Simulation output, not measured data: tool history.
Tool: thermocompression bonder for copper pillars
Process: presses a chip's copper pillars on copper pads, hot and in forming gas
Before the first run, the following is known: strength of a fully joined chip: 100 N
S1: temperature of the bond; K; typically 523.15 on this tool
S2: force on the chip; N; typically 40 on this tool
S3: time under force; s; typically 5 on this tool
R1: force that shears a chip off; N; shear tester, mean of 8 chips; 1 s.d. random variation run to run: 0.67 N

Run 1, hour 0.0: usual settings. Result: R1 43.9 N.
Run 2, hour 17.4: usual settings. Result: R1 44.2 N.
Run 3, hour 32.7: usual settings. Result: R1 44.3 N.
Run 4, hour 41.8: usual settings. Result: R1 43.7 N.
Run 5, hour 56.3: usual settings. Result: R1 44.7 N.
Run 6, hour 73.7: usual settings but S3 4 s. Result: R1 40.7 N.
Run 7, hour 87.0: usual settings but S3 4 s. Result: R1 41.0 N.
Run 8, hour 104.1: usual settings but S3 4 s. Result: R1 41.1 N.
Run 9, hour 121.2: usual settings but S3 4 s. Result: R1 39.6 N.
Run 10, hour 130.1: usual settings but S1 524.15 K. Result: R1 46.2 N.
Run 11, hour 139.5: usual settings but S1 524.15 K. Result: R1 45.1 N.
Run 12, hour 158.8: usual settings but S1 524.15 K. Result: R1 44.9 N.
At hour 167.0: forming gas filter changed.
Run 13, hour 170.4: usual settings but S1 538.15 K. Result: R1 54.0 N.
Run 14, hour 186.8: usual settings but S1 538.15 K. Result: R1 53.4 N.
Run 15, hour 202.9: usual settings but S1 538.15 K. Result: R1 53.5 N.
Run 16, hour 218.0: usual settings but S1 538.15 K. Result: R1 52.7 N.
Run 17, hour 230.7: usual settings. Result: R1 44.4 N.
Run 18, hour 246.2: usual settings. Result: R1 44.0 N.
Run 19, hour 257.0: usual settings but S1 505.15 K. Result: R1 34.9 N.
Run 20, hour 272.8: usual settings but S1 505.15 K. Result: R1 34.1 N.
Run 21, hour 286.6: usual settings but S1 505.15 K. Result: R1 32.5 N.
Run 22, hour 303.7: usual settings but S1 505.15 K. Result: R1 33.2 N.
Run 23, hour 312.1: usual settings but S1 505.15 K. Result: R1 33.6 N.
Run 24, hour 331.1: usual settings but S1 507.15 K, S3 3 s. Result: R1 27.9 N.
Run 25, hour 349.0: usual settings but S1 507.15 K, S2 47 N, S3 3 s. Result: R1 32.6 N.
Run 26, hour 361.5: usual settings but S1 529.15 K, S2 47 N, S3 7 s. Result: R1 56.8 N.
Run 27, hour 376.5: usual settings but S1 551.15 K, S2 28 N, S3 4 s. Result: R1 47.3 N.

Run 28 comes next. What will it give?
Run 28, hour 389.8: usual settings but S1 516.15 K, S2 39 N, S3 4 s. Result: R1 ?.

{"run 28": {"R1": 35.2}}
Without the tool's hidden state the same run would have given R1 35.1 N.
